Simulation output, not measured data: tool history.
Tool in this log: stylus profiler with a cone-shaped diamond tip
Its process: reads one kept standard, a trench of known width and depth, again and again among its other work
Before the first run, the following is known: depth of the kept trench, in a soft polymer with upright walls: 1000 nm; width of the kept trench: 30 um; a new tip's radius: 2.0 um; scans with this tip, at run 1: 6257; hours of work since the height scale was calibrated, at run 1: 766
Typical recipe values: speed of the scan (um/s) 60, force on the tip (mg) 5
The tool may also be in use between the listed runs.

run	hour	speed of the scan (um/s)	force on the tip (mg)	scans with this tip	hours of work since the height scale was calibrated	depth of the trench (nm)	width of the trench's floor (um)
1	0	60	5	6257	766	1021.34	26.44
2	15.8	60	5	6360	779	1021.69	26.41
3	38.4	60	5	6507	797	1021.69	26.4
4	49.8	60	5	6581	806	1021.86	26.43
5	70	60	5	6712	822	1021.19	26.43
6	84.3	60	8.4	6805	833	1030.53	26.44
7	98.7	60	8.4	6899	845	1030.55	26.44
8	117.7	60	5	7022	860	1021.32	26.4
9	129.5	134	5	7099	869	1021.89	26.29
10	154	134	5	7258	889	1021.42	26.29
11	172.4	134	5	7378	903	1021.87	26.27
12	187.4	60	11.69	7475	915	1037.76	26.43
13	209.4	60	11.69	7618	933	1037.63	26.5
14	233.9	60	11.69	7777	952	1038.06	26.42
15	254.2	187	4.78	7910	969	1020.95	26.21
16	265.3	187	9.73	7982	977	1033.63	26.26
17	282.1	63	9.73	8091	991	1033.68	26.44
18	298.1	141	14.24	8195	1004	1043.63	26.41
19	321.2	141	14.24	8345	1022	1043.53	26.4
20	344.9	22	3.48	8499	1041	1017.08	26.5
21	363	22	3.48	8617	1055	1017.18	26.45
22	382.6	22	3.48	8745	1071	1016.95	26.49
23	397.8	23	14.22	8843	1083	1043.47	26.5
24	417.9	157	3.72	8974	1099	1018.15	26.19
25	440.2	29	9.2	9119	1117	1032.46	26.51

Below are 5 alternative next runs, each starting from the tool's condition after run 25. Predict each:
A	464.7	48	5.74	9278	1136	?	?
B	464.7	120	11.02	9278	1136	?	?
C	464.7	88	2.52	9278	1136	?	?
D	464.7	60	8.1	9278	1136	?	?
E	464.7	215	6.61	9278	1136	?	?

run	depth of the trench (nm)	width of the trench's floor (um)
A	1023.86	26.52
B	1036.7	26.34
C	1013.53	26.36
D	1030.03	26.44
E	1026.16	26.19
With the hidden condition removed and each run's random variation left untouched, the same runs would have given:
run	depth of the trench (nm)	width of the trench's floor (um)
A	1023.86	26.53
B	1036.7	26.36
C	1013.53	26.38
D	1030.02	26.46
E	1026.15	26.2
